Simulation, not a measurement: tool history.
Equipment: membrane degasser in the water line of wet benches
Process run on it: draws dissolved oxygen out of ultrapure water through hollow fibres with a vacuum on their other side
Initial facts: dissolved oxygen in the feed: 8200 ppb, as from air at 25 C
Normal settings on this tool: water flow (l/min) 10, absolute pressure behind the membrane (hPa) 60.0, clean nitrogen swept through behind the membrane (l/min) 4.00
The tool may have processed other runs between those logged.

run    hour  water flow (l/min)  absolute pressure behind the membrane (hPa)  clean nitrogen swept through behind the membrane (l/min)  dissolved oxygen in the water behind the degasser (ppb)  pressure that the water loses in the fibres (hPa)
  1     0.0                  10                                         60.0                                                      4.00                                                    289.1                                              604.1
  2    29.0                  10                                         60.0                                                      4.00                                                    291.8                                              603.6
  3    93.3                  10                                         60.0                                                      4.00                                                    285.7                                              600.8
  4   141.5                  10                                         60.0                                                      4.00                                                    282.5                                              604.3
  5   190.6                  10                                         60.0                                                      4.00                                                    288.8                                              607.3
      229.8  -- vacuum gauge calibrated
  6   229.8                  15                                         60.0                                                      4.00                                                    497.4                                              901.3
  7   294.6                  15                                         60.0                                                      1.93                                                    521.4                                              899.2
  8   332.6                  15                                         60.0                                                      1.93                                                    534.0                                              911.5
  9   375.2                  10                                         91.7                                                      4.00                                                    309.0                                              606.6
      419.6  -- vacuum gauge calibrated, once more
 10   439.1                  10                                         60.0                                                      6.61                                                    278.8                                              604.6
 11   500.0                  10                                         60.0                                                      8.53                                                    282.3                                              605.0
 12   552.4                  10                                         60.0                                                      8.53                                                    276.0                                              606.8
 13   597.9                   7                                         60.0                                                      4.00                                                    168.8                                              422.2
 14   625.9                   7                                         60.0                                                      4.00                                                    170.9                                              423.6
 15   654.0                  10                                         60.0                                                      4.00                                                    290.2                                              603.8
 16   685.0                   7                                         60.0                                                      4.00                                                    170.5                                              426.1
 17   743.0                   7                                         60.0                                                      4.00                                                    169.4                                              431.8
 18   793.2                  11                                        119.8                                                      4.00                                                    375.7                                              665.6
 19   848.6                  11                                        119.8                                                      4.00                                                    384.0                                              665.8
 20   911.8                   7                                         58.9                                                      5.43                                                    166.8                                              425.3
 21   940.2                  14                                         45.4                                                      4.00                                                    441.9                                              854.0
 22   978.1                  10                                        104.3                                                      5.45                                                    310.5                                              608.3
 23  1031.5                  12                                         93.3                                                      4.00                                                    401.5                                              731.1

Predict the results of run 24:
 24  1058.4                   7                                         40.9                                                      2.74                                                        ?                                                  ?

dissolved oxygen in the water behind the degasser (ppb): 162.6
pressure that the water loses in the fibres (hPa): 424.9
Were there no unlogged condition in the tool, this run, its random variation unchanged, would have produced dissolved oxygen in the water behind the degasser (ppb) 149.6, pressure that the water loses in the fibres (hPa) 416.5.

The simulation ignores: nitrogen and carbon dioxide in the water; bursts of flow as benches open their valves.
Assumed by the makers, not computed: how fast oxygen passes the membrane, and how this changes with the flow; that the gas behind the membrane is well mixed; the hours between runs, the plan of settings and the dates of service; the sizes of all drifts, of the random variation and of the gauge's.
